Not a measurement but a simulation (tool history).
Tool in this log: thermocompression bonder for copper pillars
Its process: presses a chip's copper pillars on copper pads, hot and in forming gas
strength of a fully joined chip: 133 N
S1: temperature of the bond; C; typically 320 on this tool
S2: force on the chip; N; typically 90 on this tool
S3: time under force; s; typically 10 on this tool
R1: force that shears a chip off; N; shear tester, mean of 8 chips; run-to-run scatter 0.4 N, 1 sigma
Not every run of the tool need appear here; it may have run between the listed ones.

| run | hour | S1 | S2 | S3 | R1 |
|---|---|---|---|---|---|
| 1 | 0.0 | 320 | 90 | 10 | 91.3 |
| 2 | 38.3 | 320 | 90 | 11 | 93.2 |
| 3 | 57.9 | 320 | 90 | 22 | 108.3 |
| 4 | 82.6 | 320 | 90 | 22 | 107.8 |
| 5 | 116.2 | 320 | 90 | 22 | 108.1 |
| 6 | 142.1 | 348 | 90 | 22 | 116.4 |
| 7 | 172.5 | 348 | 90 | 22 | 116.8 |
| 8 | 204.4 | 348 | 90 | 22 | 115.5 |
| 9 | 245.4 | 348 | 90 | 22 | 115.4 |
| 10 | 286.7 | 348 | 90 | 22 | 114.4 |
| 11 | 329.4 | 348 | 90 | 22 | 113.6 |
|  | 334.8 | force cell calibrated |
| 12 | 350.7 | 348 | 90 | 22 | 113.9 |
| 13 | 369.0 | 348 | 90 | 22 | 113.4 |
|  | 407.1 | force cell calibrated, once more |
| 14 | 411.5 | 348 | 90 | 22 | 111.9 |
| 15 | 447.2 | 348 | 90 | 22 | 111.2 |
| 16 | 479.6 | 313 | 79 | 10 | 75.9 |
|  | 487.5 | forming gas filter changed |
| 17 | 511.8 | 313 | 79 | 10 | 81.6 |
| 18 | 546.4 | 333 | 101 | 10 | 107.1 |
| 19 | 579.3 | 336 | 82 | 10 | 96.2 |
| 20 | 620.6 | 336 | 82 | 16 | 105.3 |
| 21 | 645.1 | 331 | 113 | 12 | 112.9 |
|  | 666.1 | heater calibrated with a thermocouple chip |
| 22 | 668.0 | 331 | 113 | 12 | 110.4 |
| 23 | 687.3 | 320 | 81 | 10 | 83.7 |
| 24 | 711.9 | 326 | 80 | 13 | 91.1 |
| 25 | 754.4 | 326 | 80 | 13 | 90.7 |
| 26 | 794.3 | 303 | 77 | 17 | 81.8 |
| 27 | 830.6 | 330 | 117 | 27 | 120.3 |
| 28 | 865.8 | 330 | 117 | 27 | 118.7 |
| 29 | 889.3 | 330 | 117 | 27 | 117.5 |

Some steps in R1, run to run, broken into two amounts with sign: the step expected even without the hidden condition (settings, incoming material, random variation), and the rest, left for the hidden condition together with whatever gauge scatter is not in both the measured and the hidden-condition-free result:
Unlogged tool condition in this case: true temperature of the bond over the reading, C; force that reaches the chip, % of what is set; oxide that the forming gas leaves, % of the face; drift of the gauge itself on shear_n, %.
Run 15 -> 16: S1 348 -> 313, S2 90 -> 79, S3 22 -> 10. R1 -35.3 N: hidden state +4.3, all else -39.6.
Run 16 -> 17: forming gas filter changed. R1 +5.7 N: hidden state +7.1, all else -1.4.
Run 26 -> 27: S1 303 -> 330, S2 77 -> 117, S3 17 -> 27. R1 +38.5 N: hidden state -4.2, all else +42.7.
